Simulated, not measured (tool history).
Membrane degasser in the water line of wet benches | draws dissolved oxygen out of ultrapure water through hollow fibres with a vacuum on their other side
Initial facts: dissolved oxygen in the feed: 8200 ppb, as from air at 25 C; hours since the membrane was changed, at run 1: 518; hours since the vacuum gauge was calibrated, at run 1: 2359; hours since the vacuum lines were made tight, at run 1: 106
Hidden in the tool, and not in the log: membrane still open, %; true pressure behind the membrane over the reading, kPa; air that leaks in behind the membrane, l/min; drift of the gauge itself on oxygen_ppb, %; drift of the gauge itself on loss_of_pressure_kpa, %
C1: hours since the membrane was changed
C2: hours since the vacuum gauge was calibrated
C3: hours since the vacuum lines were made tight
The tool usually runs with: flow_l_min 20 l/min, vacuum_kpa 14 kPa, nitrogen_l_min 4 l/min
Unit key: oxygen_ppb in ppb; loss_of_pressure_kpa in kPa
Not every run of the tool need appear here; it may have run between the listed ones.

Run 1, hour 0: usual settings; C1 518; C2 2359; C3 106. Result: oxygen_ppb 165.2 ppb, loss_of_pressure_kpa 43.42 kPa.
Run 2, hour 65.6: usual settings; C1 584; C2 2424; C3 172. Result: oxygen_ppb 166 ppb, loss_of_pressure_kpa 43.55 kPa.
Run 3, hour 125.4: usual settings but flow_l_min 29 l/min; C1 644; C2 2484; C3 231. Result: oxygen_ppb 271.8 ppb, loss_of_pressure_kpa 62.71 kPa.
Run 4, hour 159.5: usual settings but flow_l_min 29 l/min; C1 678; C2 2518; C3 265. Result: oxygen_ppb 275.4 ppb, loss_of_pressure_kpa 62.76 kPa.
Run 5, hour 214.1: usual settings but flow_l_min 29 l/min; C1 732; C2 2573; C3 320. Result: oxygen_ppb 275.5 ppb, loss_of_pressure_kpa 62.96 kPa.
Run 6, hour 245.8: usual settings but flow_l_min 29 l/min; C1 764; C2 2604; C3 352. Result: oxygen_ppb 280.9 ppb, loss_of_pressure_kpa 62.8 kPa.
Run 7, hour 288.3: usual settings but vacuum_kpa 29.6 kPa; C1 806; C2 2647; C3 394. Result: oxygen_ppb 345.5 ppb, loss_of_pressure_kpa 43.52 kPa.
Run 8, hour 343.8: usual settings but vacuum_kpa 29.6 kPa; C1 862; C2 2702; C3 450. Result: oxygen_ppb 343.6 ppb, loss_of_pressure_kpa 43.92 kPa.
Run 9, hour 394.9: usual settings but vacuum_kpa 29.6 kPa; C1 913; C2 2754; C3 501. Result: oxygen_ppb 348.3 ppb, loss_of_pressure_kpa 43.65 kPa.
Run 10, hour 424.5: usual settings but flow_l_min 14 l/min; C1 943; C2 2783; C3 530. Result: oxygen_ppb 104.4 ppb, loss_of_pressure_kpa 30.9 kPa.
Run 11, hour 483.7: usual settings but vacuum_kpa 18.2 kPa, nitrogen_l_min 3.97 l/min; C1 1002; C2 2842; C3 590. Result: oxygen_ppb 211.9 ppb, loss_of_pressure_kpa 43.29 kPa.

Run 12 is up next; what results do you expect?
Run 12, hour 541.4: usual settings but vacuum_kpa 18.2 kPa, nitrogen_l_min 3.97 l/min; C1 1059; C2 2900; C3 647. Result: oxygen_ppb ?, loss_of_pressure_kpa ?.

Run 12 came out at oxygen_ppb 213 ppb, loss_of_pressure_kpa 43.75 kPa.
Were there no unlogged condition in the tool, this run, its random variation unchanged, would have produced oxygen_ppb 209.5 ppb, loss_of_pressure_kpa 43.28 kPa.
